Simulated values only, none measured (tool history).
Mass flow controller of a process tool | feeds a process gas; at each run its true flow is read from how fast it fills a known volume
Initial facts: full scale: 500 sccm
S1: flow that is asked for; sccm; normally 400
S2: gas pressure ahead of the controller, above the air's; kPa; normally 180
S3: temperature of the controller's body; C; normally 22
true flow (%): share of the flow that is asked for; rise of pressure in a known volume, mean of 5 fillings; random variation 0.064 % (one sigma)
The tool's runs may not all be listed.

{"run": 1, "hour": 0.0, "S1": 400, "S2": 180, "S3": 22, "true flow (%)": 99.63}
{"run": 2, "hour": 270.1, "S1": 400, "S2": 180, "S3": 22, "true flow (%)": 99.66}
{"run": 3, "hour": 610.5, "S1": 400, "S2": 180, "S3": 22, "true flow (%)": 99.54}
{"run": 4, "hour": 966.8, "S1": 400, "S2": 180, "S3": 36, "true flow (%)": 98.44}
{"run": 5, "hour": 1220.3, "S1": 400, "S2": 180, "S3": 36, "true flow (%)": 98.4}
{"run": 6, "hour": 1415.3, "S1": 400, "S2": 180, "S3": 22, "true flow (%)": 99.67}
{"run": 7, "hour": 1619.4, "S1": 400, "S2": 180, "S3": 22, "true flow (%)": 99.57}
{"run": 8, "hour": 1891.0, "S1": 400, "S2": 213, "S3": 22, "true flow (%)": 99.85}
{"run": 9, "hour": 2161.9, "S1": 400, "S2": 213, "S3": 22, "true flow (%)": 99.79}
{"run": 10, "hour": 2429.7, "S1": 400, "S2": 213, "S3": 22, "true flow (%)": 99.92}
{"run": 11, "hour": 2739.7, "S1": 400, "S2": 213, "S3": 22, "true flow (%)": 99.97}
{"run": 12, "hour": 2934.9, "S1": 400, "S2": 171, "S3": 22, "true flow (%)": 99.5}
{"run": 13, "hour": 3291.3, "S1": 400, "S2": 180, "S3": 30, "true flow (%)": 98.95}
{"run": 14, "hour": 3605.3, "S1": 400, "S2": 180, "S3": 30, "true flow (%)": 99.06}
{"run": 15, "hour": 3858.5, "S1": 400, "S2": 180, "S3": 30, "true flow (%)": 98.98}
{"run": 16, "hour": 4107.5, "S1": 400, "S2": 180, "S3": 30, "true flow (%)": 98.95}
{"run": 17, "hour": 4388.5, "S1": 400, "S2": 202, "S3": 30, "true flow (%)": 99.15}
{"run": 18, "hour": 4700.2, "S1": 400, "S2": 202, "S3": 30, "true flow (%)": 99.18}
{"run": 19, "hour": 4891.8, "S1": 400, "S2": 238, "S3": 22, "true flow (%)": 100.12}
{"run": 20, "hour": 5177.8, "S1": 400, "S2": 238, "S3": 22, "true flow (%)": 99.95}
{"run": 21, "hour": 5455.2, "S1": 64, "S2": 238, "S3": 22, "true flow (%)": 98.63}
{"run": 22, "hour": 5711.2, "S1": 64, "S2": 238, "S3": 22, "true flow (%)": 98.46}
{"run": 23, "hour": 6056.4, "S1": 400, "S2": 180, "S3": 25, "true flow (%)": 99.23}
{"run": 24, "hour": 6281.4, "S1": 400, "S2": 180, "S3": 25, "true flow (%)": 99.44}
{"run": 25, "hour": 6502.2, "S1": 462, "S2": 151, "S3": 39, "true flow (%)": 98.18}
{"run": 26, "hour": 6654.1, "S1": 462, "S2": 236, "S3": 29, "true flow (%)": 99.78}
{"run": 27, "hour": 6955.3, "S1": 462, "S2": 236, "S3": 29, "true flow (%)": 99.74}
{"run": 28, "hour": 7232.1, "S1": 202, "S2": 180, "S3": 25, "true flow (%)": 98.49}
{"run": 29, "hour": 7505.7, "S1": 202, "S2": 180, "S3": 25, "true flow (%)": 98.46}
{"run": 30, "hour": 7752.9, "S1": 202, "S2": 180, "S3": 25, "true flow (%)": 98.52}
{"run": 31, "hour": 7919.1, "S1": 417, "S2": 180, "S3": 40, "true flow (%)": 98.16}
{"run": 32, "hour": 8221.7, "S1": 249, "S2": 180, "S3": 21, "true flow (%)": 99.07}
{"run": 33, "hour": 8507.6, "S1": 211, "S2": 161, "S3": 20, "true flow (%)": 98.83}
{"run": 34, "hour": 8788.0, "S1": 389, "S2": 180, "S3": 30, "true flow (%)": 99.02}
{"run": 35, "hour": 9006.6, "S1": 415, "S2": 160, "S3": 27, "true flow (%)": 99.16}
{"run": 36, "hour": 9292.1, "S1": 85, "S2": 142, "S3": 27, "true flow (%)": 97.48}
{"run": 37, "hour": 9563.7, "S1": 85, "S2": 142, "S3": 40, "true flow (%)": 96.41}
{"run": 38, "hour": 9755.3, "S1": 400, "S2": 221, "S3": 22, "true flow (%)": 99.93}
{"run": 39, "hour": 9967.6, "S1": 231, "S2": 238, "S3": 32, "true flow (%)": 98.47}
{"run": 40, "hour": 10212.1, "S1": 231, "S2": 220, "S3": 40, "true flow (%)": 97.69}
{"run": 41, "hour": 10388.1, "S1": 231, "S2": 220, "S3": 40, "true flow (%)": 97.64}
{"run": 42, "hour": 10713.1, "S1": 231, "S2": 169, "S3": 40, "true flow (%)": 97.14}
{"run": 43, "hour": 10980.3, "S1": 192, "S2": 169, "S3": 40, "true flow (%)": 97.05}
{"run": 44, "hour": 11170.5, "S1": 192, "S2": 169, "S3": 40, "true flow (%)": 97.04}
{"run": 45, "hour": 11329.8, "S1": 192, "S2": 169, "S3": 40, "true flow (%)": 96.91}
{"run": 46, "hour": 11507.6, "S1": 400, "S2": 193, "S3": 29, "true flow (%)": 99.05}
{"run": 47, "hour": 11848.9, "S1": 400, "S2": 146, "S3": 20, "true flow (%)": 99.54}

Not shown here: 1 entry made in the log between runs. Locate each between two listed runs and compare the hidden state at the listed run before it with the hidden state at the listed run after it:
Run 42 -> run 43: controller exchanged for a calibrated one (hour 10867.8)
  flow at rest that the sensor doesn't see, % of full scale: 0.004 -> 0; true flow over the shown one, %: -0.01 -> 0
